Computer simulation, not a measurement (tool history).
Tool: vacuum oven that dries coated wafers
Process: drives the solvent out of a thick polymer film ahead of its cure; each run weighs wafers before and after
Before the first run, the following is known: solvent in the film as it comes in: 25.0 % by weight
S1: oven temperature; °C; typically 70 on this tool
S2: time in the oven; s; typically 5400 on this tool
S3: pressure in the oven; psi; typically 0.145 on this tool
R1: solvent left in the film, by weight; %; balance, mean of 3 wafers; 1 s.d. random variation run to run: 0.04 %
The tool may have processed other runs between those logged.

run	hour	S1	S2	S3	R1
1	0	70	5400	0.145	2.01
2	86.7	70	5400	0.145	2.14
3	216.1	70	5400	0.21	2.54
4	315.2	70	5400	0.21	2.52
5	377.1	70	5400	0.21	2.45
6	437.9	70	5400	0.21	2.5
7	491.4	70	5400	0.21	2.55
8	557.4	70	5400	0.21	2.5
# hour 635.9: vacuum gauge cleaned of residue and calibrated
9	660.5	70	4800	0.145	2.35
10	787.1	70	4800	0.145	2.35
11	881	70	4800	0.145	2.36
12	991.6	70	4800	0.145	2.4
13	1073.9	70	3960	0.145	3.17
# hour 1086.9: oven's thermocouples calibrated
14	1200.5	70	3960	0.145	2.85
15	1326.8	79	3960	0.145	1.34
16	1382.1	79	3960	0.086	1.11
17	1495.3	70	5400	0.145	1.75
18	1595.9	70	5400	0.145	1.75
19	1673.2	70	5400	0.145	1.77
20	1746.4	70	4680	0.145	2.31
21	1809.3	70	4680	0.145	2.36
22	1875.3	70	4680	0.145	2.36
23	1931.2	57	4680	0.074	5.36
24	2050.9	64	3360	0.145	5.8
25	2165.4	74	6000	0.54	3.16
# hour 2242.1: oven's thermocouples calibrated
26	2290.1	83	3660	0.094	0.92
27	2387	83	3660	0.094	0.91
28	2498.1	83	4320	0.177	0.96
29	2621.8	56	7440	0.145	3.67
30	2689.3	56	7440	0.145	3.87
31	2809	70	5460	0.11	1.75
32	2928.3	70	5460	0.11	1.74
33	3037.5	67	4380	0.11	3.26
34	3109.5	67	4380	0.11	3.22
35	3199.6	72	7260	0.238	1.73
36	3328.4	72	7260	0.238	1.74
37	3387.4	83	4680	0.106	0.7
# hour 3401.8: oven's thermocouples calibrated
38	3457.5	66	4740	0.148	2.98
39	3514.6	78	7440	0.393	1.86
40	3600.3	78	7440	0.393	1.78
41	3671.8	64	6300	0.292	3.55
42	3782.7	55	2880	0.206	10.31
43	3871.7	65	5400	0.145	2.78
44	3991.8	65	5400	0.145	2.79

Table of differences, measured result less the result of that run with no hidden state. Run-to-run variation is the same in both. Gauge scatter possibly is not:
Unlogged tool condition in this case: true wafer temperature over the reading, C; true pressure over the reading, kPa; drift of the gauge itself on solvent_pct, %.
run	R1
1	+0.34
2	+0.36
3	+0.4
4	+0.43
5	+0.43
6	+0.45
7	+0.46
8	+0.48
9	+0.27
10	+0.3
11	+0.32
12	+0.35
13	+0.45
14	+0.05
15	+0.05
16	+0.05
17	+0.1
18	+0.12
19	+0.13
20	+0.18
21	+0.19
22	+0.2
23	+0.36
24	+0.38
25	+0.23
26	+0.09
27	+0.1
28	+0.1
29	+0.39
30	+0.42
31	+0.25
32	+0.27
33	+0.41
34	+0.44
35	+0.25
36	+0.28
37	+0.17
38	+0.12
39	+0.1
40	+0.11
41	+0.2
42	+0.26
43	+0.25
44	+0.28
